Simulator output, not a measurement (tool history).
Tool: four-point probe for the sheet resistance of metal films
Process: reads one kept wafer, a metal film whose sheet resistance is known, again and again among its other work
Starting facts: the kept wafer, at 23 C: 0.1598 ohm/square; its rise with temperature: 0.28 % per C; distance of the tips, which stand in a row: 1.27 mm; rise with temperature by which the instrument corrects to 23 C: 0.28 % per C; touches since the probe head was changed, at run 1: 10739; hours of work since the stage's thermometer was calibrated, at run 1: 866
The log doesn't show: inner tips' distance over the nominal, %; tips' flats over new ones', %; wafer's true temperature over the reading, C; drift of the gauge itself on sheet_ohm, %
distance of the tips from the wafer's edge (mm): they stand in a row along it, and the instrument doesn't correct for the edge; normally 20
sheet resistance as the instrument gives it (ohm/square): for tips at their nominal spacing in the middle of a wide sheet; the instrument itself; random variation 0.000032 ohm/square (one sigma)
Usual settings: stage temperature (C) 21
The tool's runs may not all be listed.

| run | hour | stage temperature (C) | distance of the tips from the wafer's edge (mm) | touches since the probe head was changed | hours of work since the stage's thermometer was calibrated | sheet resistance as the instrument gives it (ohm/square) |
|---|---|---|---|---|---|---|
| 1 | 0 | 21 | 20 | 10739 | 866 | 0.160286 |
| 2 | 20.2 | 22 | 20 | 11687 | 880 | 0.160313 |
| 3 | 36.5 | 21 | 6 | 12454 | 892 | 0.163721 |
| 4 | 47.9 | 21 | 20 | 12992 | 900 | 0.160308 |
| 5 | 69.9 | 28 | 20 | 14023 | 915 | 0.160235 |
| 6 | 79.8 | 28 | 20 | 14491 | 922 | 0.160344 |
| 7 | 96.4 | 28 | 20 | 15271 | 934 | 0.160354 |
| 8 | 117.3 | 28 | 20 | 16254 | 949 | 0.160369 |
| 9 | 133.4 | 28 | 20 | 17011 | 960 | 0.160343 |
| 10 | 151.8 | 28 | 20 | 17878 | 973 | 0.160354 |
| 11 | 165.3 | 28 | 20 | 18510 | 983 | 0.16036 |
| 12 | 181.5 | 18 | 6 | 19273 | 994 | 0.163856 |
| 13 | 190.9 | 18 | 6 | 19716 | 1001 | 0.163786 |
| 14 | 204.4 | 18 | 51 | 20348 | 1011 | 0.160121 |
| 15 | 216.7 | 18 | 51 | 20928 | 1019 | 0.160083 |
| 16 | 231.5 | 18 | 51 | 21623 | 1030 | 0.160112 |
| 17 | 244.2 | 22 | 15 | 22221 | 1039 | 0.160674 |

Consider 5 possible next runs. They are alternatives, not a sequence: every one starts from the tool as it was left by run 17. What does each give?
| A | 263.5 | 20 | 40 | 23130 | 1052 | ? |
| B | 263.5 | 19 | 4 | 23130 | 1052 | ? |
| C | 263.5 | 20 | 69 | 23130 | 1052 | ? |
| D | 263.5 | 21 | 10 | 23130 | 1052 | ? |
| E | 263.5 | 21 | 30 | 23130 | 1052 | ? |

| run | sheet resistance as the instrument gives it (ohm/square) |
|---|---|
| A | 0.160173 |
| B | 0.168272 |
| C | 0.160076 |
| D | 0.161456 |
| E | 0.160288 |
With no hidden state in the tool, these same runs would have given:
| run | sheet resistance as the instrument gives it (ohm/square) |
|---|---|
| A | 0.159897 |
| B | 0.167982 |
| C | 0.1598 |
| D | 0.161178 |
| E | 0.160012 |
